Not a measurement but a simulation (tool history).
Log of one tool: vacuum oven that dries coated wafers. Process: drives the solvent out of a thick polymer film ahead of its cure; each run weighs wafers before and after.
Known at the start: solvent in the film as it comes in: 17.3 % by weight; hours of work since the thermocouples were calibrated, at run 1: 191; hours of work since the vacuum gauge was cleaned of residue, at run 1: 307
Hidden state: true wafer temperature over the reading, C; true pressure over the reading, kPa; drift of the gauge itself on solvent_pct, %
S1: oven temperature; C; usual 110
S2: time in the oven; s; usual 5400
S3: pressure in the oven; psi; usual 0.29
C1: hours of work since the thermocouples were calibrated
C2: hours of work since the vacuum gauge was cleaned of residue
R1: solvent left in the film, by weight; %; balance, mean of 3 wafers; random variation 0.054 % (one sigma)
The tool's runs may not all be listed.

| run | day | S1 | S2 | S3 | C1 | C2 | R1 |
|---|---|---|---|---|---|---|---|
| 1 | 0 | 110 | 5400 | 0.29 | 191 | 307 | 2.14 |
| 2 | 0.979 | 110 | 5400 | 0.29 | 207 | 323 | 2.25 |
| 3 | 1.988 | 110 | 5400 | 0.29 | 224 | 340 | 2.1 |
| 4 | 3.096 | 110 | 4500 | 0.29 | 242 | 358 | 2.5 |
| 5 | 3.971 | 110 | 4500 | 0.29 | 257 | 373 | 2.52 |
| 6 | 4.946 | 110 | 5400 | 0.29 | 273 | 389 | 2.12 |
| 7 | 5.733 | 110 | 5400 | 0.29 | 286 | 402 | 2.19 |
| 8 | 6.638 | 110 | 5400 | 0.29 | 301 | 417 | 2.19 |
| 9 | 7.296 | 110 | 5400 | 0.29 | 312 | 428 | 2.23 |
| 10 | 8.083 | 113 | 5400 | 0.29 | 325 | 441 | 1.88 |
| 11 | 9.15 | 113 | 5400 | 0.29 | 343 | 458 | 1.84 |
| 12 | 9.821 | 113 | 5400 | 0.29 | 354 | 469 | 1.8 |
| 13 | 10.529 | 110 | 5400 | 0.29 | 365 | 481 | 2.2 |
| 14 | 11.296 | 110 | 8760 | 0.29 | 378 | 494 | 1.81 |
| 15 | 12.367 | 110 | 8760 | 0.29 | 396 | 512 | 1.69 |
| 16 | 13.396 | 110 | 8760 | 0.29 | 413 | 529 | 1.81 |
| 17 | 14.504 | 110 | 8760 | 0.29 | 431 | 547 | 1.75 |
| 18 | 15.162 | 110 | 4380 | 0.29 | 442 | 558 | 2.53 |
| 19 | 15.871 | 110 | 4380 | 0.29 | 454 | 570 | 2.63 |
| 20 | 16.4 | 124 | 3720 | 0.29 | 462 | 578 | 1.14 |
| 21 | 17.271 | 110 | 7800 | 1.057 | 477 | 593 | 5.87 |
| 22 | 17.779 | 104 | 4320 | 0.979 | 485 | 601 | 8.22 |
| 23 | 18.817 | 104 | 4320 | 0.979 | 502 | 618 | 8.17 |
| 24 | 19.479 | 110 | 3120 | 0.45 | 513 | 629 | 4.42 |
| 25 | 20.342 | 110 | 7440 | 0.281 | 528 | 643 | 1.71 |
| 26 | 21.075 | 110 | 7440 | 0.281 | 540 | 656 | 1.77 |
| 27 | 21.992 | 110 | 7440 | 0.281 | 555 | 671 | 1.94 |
| 28 | 22.558 | 107 | 8220 | 0.151 | 564 | 680 | 1.34 |
| 29 | 23.292 | 107 | 8220 | 0.151 | 577 | 692 | 1.36 |
| 30 | 23.792 | 107 | 8220 | 0.151 | 585 | 701 | 1.37 |
| 31 | 24.433 | 111 | 4380 | 0.17 | 595 | 711 | 1.87 |
| 32 | 25.512 | 102 | 5160 | 0.39 | 613 | 729 | 4.84 |
| 33 | 26.362 | 102 | 5160 | 0.39 | 627 | 743 | 4.83 |
| 34 | 27.404 | 102 | 5160 | 0.39 | 645 | 760 | 4.98 |
| 35 | 28.271 | 110 | 2940 | 0.29 | 659 | 775 | 3.8 |

3 ways to go on from here, each from the tool as it stands after run 35. What would each give?
| A | 29.225 | 110 | 3840 | 0.29 | 675 | 790 | ? |
| B | 29.225 | 110 | 5400 | 0.437 | 675 | 790 | ? |
| C | 29.225 | 108 | 3840 | 0.168 | 675 | 790 | ? |

| run | R1 |
|---|---|
| A | 2.98 |
| B | 2.97 |
| C | 2.84 |
Without the tool's hidden state the same runs would have given:
| run | R1 |
|---|---|
| A | 3 |
| B | 2.92 |
| C | 2.88 |
